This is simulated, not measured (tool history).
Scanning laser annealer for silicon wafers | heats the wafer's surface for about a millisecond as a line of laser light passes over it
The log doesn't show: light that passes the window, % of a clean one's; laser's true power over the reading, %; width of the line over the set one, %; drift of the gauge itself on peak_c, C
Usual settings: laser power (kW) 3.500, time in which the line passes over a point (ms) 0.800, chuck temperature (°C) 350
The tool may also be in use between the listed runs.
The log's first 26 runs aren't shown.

run,hour,laser power (kW),time in which the line passes over a point (ms),chuck temperature (°C),hours of work since the window was cleaned,hours of work since the power meter was calibrated,hours of work since the optics were aligned,highest temperature of the surface (°C)
27,572.6,3.080,0.720,350,399,49,211,1010
28,587.1,3.763,0.727,331,409,59,221,1164
29,606.8,3.763,0.727,331,423,72,235,1165
30,626.2,3.763,0.727,331,436,86,248,1164
31,646.5,3.497,0.633,385,450,100,262,1103
32,671.6,3.497,0.633,385,468,117,279,1103
33,685.3,3.497,0.901,385,477,127,289,1230
34,709.2,3.382,0.832,385,494,143,305,1166
35,726.3,3.049,0.989,385,505,155,317,1135
36,744.9,3.049,0.989,385,518,168,330,1130
37,765.4,3.049,0.989,385,532,182,344,1130
38,790.6,3.049,0.588,385,550,200,362,973
39,804.7,3.595,0.970,385,560,209,372,1280
40,829.1,3.266,0.878,384,577,226,388,1144
41,846.4,3.269,0.723,381,589,238,400,1081
42,875.5,3.269,0.762,373,609,258,421,1088

3 ways to go on from here, each from the tool as it stands after run 42. What would each give?
A,896.4,3.648,0.565,362,623,273,435,?
B,896.4,3.771,0.866,356,623,273,435,?
C,896.4,3.302,0.906,364,623,273,435,?

run,highest temperature of the surface (°C)
A,1067
B,1246
C,1145
Without the tool's hidden state the same runs would have given:
run,highest temperature of the surface (°C)
A,1098
B,1285
C,1179
